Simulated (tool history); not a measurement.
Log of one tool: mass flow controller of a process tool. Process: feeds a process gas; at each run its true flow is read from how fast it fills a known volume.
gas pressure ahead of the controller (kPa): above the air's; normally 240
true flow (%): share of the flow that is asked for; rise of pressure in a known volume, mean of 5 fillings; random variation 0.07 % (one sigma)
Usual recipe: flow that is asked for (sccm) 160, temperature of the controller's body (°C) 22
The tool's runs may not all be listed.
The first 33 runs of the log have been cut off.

run	hour	flow that is asked for (sccm)	gas pressure ahead of the controller (kPa)	temperature of the controller's body (°C)	hours of work since the controller was set to zero	hours of work since the controller was changed	true flow (%)
34	4603.5	160	247	39	3494	8185	102.94
35	4724.4	160	247	39	3573	8264	103.00
36	4810.5	160	247	39	3628	8320	103.04
37	4951.5	73	277	35	3720	8411	101.06
38	5097.3	73	151	38	3814	8505	101.80
39	5198.6	73	151	38	3880	8571	101.56
40	5307.3	38	151	34	3950	8641	99.72
41	5433.5	22	240	35	4032	8723	97.26
42	5533.0	162	240	22	4096	8788	102.13
43	5664.0	160	240	29	4181	8873	102.63
44	5829.8	33	257	33	4289	8980	98.73
45	5981.0	33	257	33	4387	9078	98.79
# hour 6119.6: controller's zero set anew
46	6130.4	33	276	33	7	9174	101.82
47	6243.4	33	276	33	80	9248	101.89
48	6444.9	33	276	33	211	9378	101.84

Consider 4 possible next runs. They are alternatives, not a sequence: every one starts from the tool as it was left by run 48. What does each give?
A	6543.5	53	240	22	275	9442	?
B	6543.5	29	145	20	275	9442	?
C	6543.5	36	264	26	275	9442	?
D	6543.5	33	207	39	275	9442	?

run	true flow (%)
A	101.81
B	101.54
C	101.49
D	102.28
With the hidden condition removed and each run's random variation left untouched, the same runs would have given:
run	true flow (%)
A	98.40
B	98.46
C	98.27
D	99.11
